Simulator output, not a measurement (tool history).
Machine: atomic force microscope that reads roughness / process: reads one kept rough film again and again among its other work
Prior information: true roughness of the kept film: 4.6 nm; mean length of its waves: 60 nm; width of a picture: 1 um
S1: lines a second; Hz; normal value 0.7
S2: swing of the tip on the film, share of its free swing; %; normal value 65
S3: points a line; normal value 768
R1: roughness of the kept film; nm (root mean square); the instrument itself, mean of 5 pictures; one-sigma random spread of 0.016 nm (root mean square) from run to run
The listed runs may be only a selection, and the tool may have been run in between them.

run	day	S1	S2	S3	R1
1	0	0.7	65	768	4.177
# day 0.692: new tip fitted
2	0.842	0.7	65	768	4.442
3	1.392	0.7	65	768	4.396
4	2.025	0.7	65	768	4.332
5	2.646	0.7	70	768	4.3
6	3.471	0.7	70	690	4.258
7	3.812	0.7	70	690	4.232
8	4.358	0.7	70	690	4.172
9	5.05	0.7	70	690	4.162
10	5.454	0.7	70	690	4.124
# day 5.717: new tip fitted
11	6.083	0.7	70	690	4.403
12	6.588	0.7	70	803	4.385
13	7.188	0.7	70	803	4.339
14	7.742	0.7	70	747	4.304
15	8.462	0.7	70	768	4.252
16	8.938	0.7	70	768	4.226
17	9.325	0.7	70	768	4.22
18	9.883	0.539	60	768	4.193
19	10.292	0.539	60	768	4.168
# day 10.725: new tip fitted
20	10.833	0.539	60	768	4.458
21	11.55	0.539	77	389	4.401
22	12.383	2.824	77	469	4.084
23	12.958	2.824	77	469	4.045

The next listed run, before its measurement:
24	13.521	0.7	62	496	?

R1: 4.303 nm (root mean square)
If the tool had no hidden condition, the same run with the same run-to-run variation would have returned R1 4.476 nm (root mean square).
